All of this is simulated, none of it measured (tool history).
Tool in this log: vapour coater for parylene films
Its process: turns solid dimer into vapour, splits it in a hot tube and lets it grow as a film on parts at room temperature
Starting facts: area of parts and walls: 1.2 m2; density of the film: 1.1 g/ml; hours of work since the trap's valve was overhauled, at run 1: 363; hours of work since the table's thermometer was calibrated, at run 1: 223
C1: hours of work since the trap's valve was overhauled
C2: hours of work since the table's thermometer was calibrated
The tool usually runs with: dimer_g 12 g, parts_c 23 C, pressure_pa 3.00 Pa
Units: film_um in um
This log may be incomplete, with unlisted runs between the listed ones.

{"run": 1, "hour": 0.0, "dimer_g": 12, "parts_c": 23, "pressure_pa": 3.0, "C1": 363, "C2": 223, "film_um": 6.85}
{"run": 2, "hour": 77.0, "dimer_g": 15, "parts_c": 23, "pressure_pa": 3.0, "C1": 397, "C2": 257, "film_um": 8.54}
{"run": 3, "hour": 148.8, "dimer_g": 15, "parts_c": 23, "pressure_pa": 3.0, "C1": 428, "C2": 288, "film_um": 8.19}
{"run": 4, "hour": 223.5, "dimer_g": 15, "parts_c": 30, "pressure_pa": 3.0, "C1": 461, "C2": 321, "film_um": 5.87}
{"run": 5, "hour": 260.8, "dimer_g": 6, "parts_c": 23, "pressure_pa": 3.0, "C1": 477, "C2": 337, "film_um": 3.34}
{"run": 6, "hour": 310.1, "dimer_g": 12, "parts_c": 23, "pressure_pa": 7.37, "C1": 499, "C2": 359, "film_um": 5.78}
{"run": 7, "hour": 374.1, "dimer_g": 12, "parts_c": 23, "pressure_pa": 3.0, "C1": 527, "C2": 387, "film_um": 6.5}
{"run": 8, "hour": 415.4, "dimer_g": 12, "parts_c": 23, "pressure_pa": 3.0, "C1": 545, "C2": 405, "film_um": 6.47}
{"run": 9, "hour": 486.4, "dimer_g": 12, "parts_c": 23, "pressure_pa": 3.0, "C1": 576, "C2": 436, "film_um": 6.53}
{"run": 10, "hour": 557.8, "dimer_g": 12, "parts_c": 23, "pressure_pa": 3.0, "C1": 608, "C2": 467, "film_um": 6.48}
{"run": 11, "hour": 612.8, "dimer_g": 12, "parts_c": 31, "pressure_pa": 3.0, "C1": 632, "C2": 492, "film_um": 4.4}
{"run": 12, "hour": 654.3, "dimer_g": 12, "parts_c": 31, "pressure_pa": 3.0, "C1": 650, "C2": 510, "film_um": 4.28}
{"run": 13, "hour": 721.1, "dimer_g": 12, "parts_c": 31, "pressure_pa": 3.0, "C1": 679, "C2": 539, "film_um": 4.3}
{"hour": 753.4, "done": "trap's valve overhauled"}
{"run": 14, "hour": 763.1, "dimer_g": 17, "parts_c": 23, "pressure_pa": 3.0, "C1": 4, "C2": 556, "film_um": 8.28}
{"run": 15, "hour": 840.0, "dimer_g": 17, "parts_c": 23, "pressure_pa": 3.0, "C1": 38, "C2": 589, "film_um": 8.4}
{"run": 16, "hour": 872.4, "dimer_g": 17, "parts_c": 23, "pressure_pa": 3.0, "C1": 52, "C2": 603, "film_um": 8.18}
{"run": 17, "hour": 942.9, "dimer_g": 17, "parts_c": 23, "pressure_pa": 3.0, "C1": 83, "C2": 634, "film_um": 8.26}
{"run": 18, "hour": 986.3, "dimer_g": 17, "parts_c": 23, "pressure_pa": 3.0, "C1": 102, "C2": 653, "film_um": 8.16}
{"run": 19, "hour": 1055.0, "dimer_g": 17, "parts_c": 23, "pressure_pa": 3.0, "C1": 132, "C2": 683, "film_um": 8.14}
{"run": 20, "hour": 1103.2, "dimer_g": 17, "parts_c": 23, "pressure_pa": 3.0, "C1": 153, "C2": 705, "film_um": 8.14}
{"hour": 1123.2, "done": "trap's valve overhauled, once more"}
{"run": 21, "hour": 1143.4, "dimer_g": 17, "parts_c": 23, "pressure_pa": 3.0, "C1": 9, "C2": 720, "film_um": 10.13}
{"run": 22, "hour": 1219.4, "dimer_g": 12, "parts_c": 23, "pressure_pa": 5.1, "C1": 42, "C2": 754, "film_um": 6.68}
{"run": 23, "hour": 1267.8, "dimer_g": 12, "parts_c": 23, "pressure_pa": 5.1, "C1": 63, "C2": 775, "film_um": 6.62}
{"run": 24, "hour": 1304.2, "dimer_g": 12, "parts_c": 23, "pressure_pa": 5.1, "C1": 79, "C2": 791, "film_um": 6.5}
{"run": 25, "hour": 1338.7, "dimer_g": 15, "parts_c": 28, "pressure_pa": 2.21, "C1": 94, "C2": 806, "film_um": 7.34}
{"run": 26, "hour": 1391.0, "dimer_g": 15, "parts_c": 15, "pressure_pa": 2.52, "C1": 117, "C2": 829, "film_um": 11.01}
{"run": 27, "hour": 1440.4, "dimer_g": 15, "parts_c": 23, "pressure_pa": 3.0, "C1": 139, "C2": 850, "film_um": 8.87}
{"run": 28, "hour": 1503.5, "dimer_g": 12, "parts_c": 15, "pressure_pa": 3.0, "C1": 167, "C2": 878, "film_um": 8.6}
{"run": 29, "hour": 1566.2, "dimer_g": 20, "parts_c": 15, "pressure_pa": 3.0, "C1": 194, "C2": 905, "film_um": 14.29}
{"run": 30, "hour": 1633.2, "dimer_g": 20, "parts_c": 34, "pressure_pa": 3.0, "C1": 223, "C2": 935, "film_um": 6.83}
{"run": 31, "hour": 1703.0, "dimer_g": 20, "parts_c": 34, "pressure_pa": 3.0, "C1": 254, "C2": 965, "film_um": 6.89}
{"run": 32, "hour": 1768.3, "dimer_g": 12, "parts_c": 34, "pressure_pa": 3.0, "C1": 282, "C2": 994, "film_um": 4.02}
{"run": 33, "hour": 1835.2, "dimer_g": 12, "parts_c": 34, "pressure_pa": 3.0, "C1": 312, "C2": 1023, "film_um": 4.02}
{"run": 34, "hour": 1870.5, "dimer_g": 20, "parts_c": 25, "pressure_pa": 4.86, "C1": 327, "C2": 1039, "film_um": 9.7}
{"run": 35, "hour": 1931.8, "dimer_g": 7, "parts_c": 31, "pressure_pa": 4.32, "C1": 354, "C2": 1066, "film_um": 2.56}
{"run": 36, "hour": 1979.1, "dimer_g": 12, "parts_c": 31, "pressure_pa": 4.32, "C1": 375, "C2": 1086, "film_um": 4.33}
{"run": 37, "hour": 2028.3, "dimer_g": 15, "parts_c": 34, "pressure_pa": 4.17, "C1": 396, "C2": 1108, "film_um": 4.75}
{"run": 38, "hour": 2100.6, "dimer_g": 15, "parts_c": 34, "pressure_pa": 4.17, "C1": 428, "C2": 1140, "film_um": 4.67}
{"run": 39, "hour": 2169.8, "dimer_g": 15, "parts_c": 34, "pressure_pa": 4.17, "C1": 458, "C2": 1170, "film_um": 4.69}
{"run": 40, "hour": 2228.7, "dimer_g": 15, "parts_c": 34, "pressure_pa": 4.17, "C1": 484, "C2": 1196, "film_um": 4.63}
{"run": 41, "hour": 2273.3, "dimer_g": 15, "parts_c": 34, "pressure_pa": 4.17, "C1": 504, "C2": 1215, "film_um": 4.58}
{"run": 42, "hour": 2342.9, "dimer_g": 11, "parts_c": 23, "pressure_pa": 3.0, "C1": 534, "C2": 1246, "film_um": 6.15}
{"run": 43, "hour": 2390.8, "dimer_g": 12, "parts_c": 16, "pressure_pa": 3.0, "C1": 555, "C2": 1267, "film_um": 7.91}
{"run": 44, "hour": 2461.5, "dimer_g": 12, "parts_c": 31, "pressure_pa": 3.41, "C1": 586, "C2": 1298, "film_um": 4.29}
{"run": 45, "hour": 2509.7, "dimer_g": 12, "parts_c": 25, "pressure_pa": 3.41, "C1": 607, "C2": 1319, "film_um": 5.8}
{"run": 46, "hour": 2552.9, "dimer_g": 12, "parts_c": 32, "pressure_pa": 4.82, "C1": 626, "C2": 1338, "film_um": 3.97}
{"run": 47, "hour": 2595.0, "dimer_g": 17, "parts_c": 30, "pressure_pa": 3.83, "C1": 644, "C2": 1356, "film_um": 6.25}

Some steps in film_um between neighbouring runs. How much of each would the tool show without its hidden state too (settings, what came in, random variation), and how much is left for the hidden state, with any gauge scatter that isn't in both results?
Hidden conditions of the tool in this case: vapour lost through the trap's worn valve, %; true temperature of the parts over the reading, C; drift of the gauge itself on film_um, %.
Run 13 -> 14: dimer_g 12 -> 17, parts_c 31 -> 23, trap's valve overhauled. film_um +3.98 um: hidden state -1.32, all else +5.30.
Run 20 -> 21: trap's valve overhauled, once more. film_um +1.99 um: hidden state +2.22, all else -0.23.
Run 28 -> 29: dimer_g 12 -> 20. film_um +5.69 um: hidden state -0.24, all else +5.93.
Run 29 -> 30: parts_c 15 -> 34. film_um -7.46 um: hidden state +0.38, all else -7.84.
Run 34 -> 35: dimer_g 20 -> 7, parts_c 25 -> 31, pressure_pa 4.86 -> 4.32. film_um -7.14 um: hidden state +0.26, all else -7.40.
Run 43 -> 44: parts_c 16 -> 31, pressure_pa 3.00 -> 3.41. film_um -3.62 um: hidden state +0.48, all else -4.10.
